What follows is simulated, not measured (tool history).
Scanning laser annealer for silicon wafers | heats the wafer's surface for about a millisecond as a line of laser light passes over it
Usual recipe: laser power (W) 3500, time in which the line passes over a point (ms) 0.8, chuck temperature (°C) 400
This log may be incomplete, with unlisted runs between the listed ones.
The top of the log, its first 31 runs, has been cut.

run,hour,laser power (W),time in which the line passes over a point (ms),chuck temperature (°C),highest temperature of the surface (°C)
32,210.2,3087,0.645,375,956
33,215,2981,0.645,375,936
34,220.2,3116,0.633,410,988
35,226.3,3116,0.633,410,990
36,233.4,3575,0.578,437,1060
37,238.2,3554,0.637,437,1091
38,244.7,3554,0.637,437,1091
39,248.6,3090,0.966,380,1117
40,253.3,3500,0.692,375,1054

Consider 4 possible next runs. They are alternatives, not a sequence: every one starts from the tool as it was left by run 40. What does each give?
A,261.9,3500,0.692,372,?
B,261.9,3598,0.8,400,?
C,261.9,3500,0.642,375,?
D,261.9,3195,0.612,431,?

run,highest temperature of the surface (°C)
A,1050
B,1159
C,1026
D,1010
Stripped of hidden state, with their random variation kept, the same runs would have yielded:
run,highest temperature of the surface (°C)
A,1057
B,1168
C,1033
D,1017
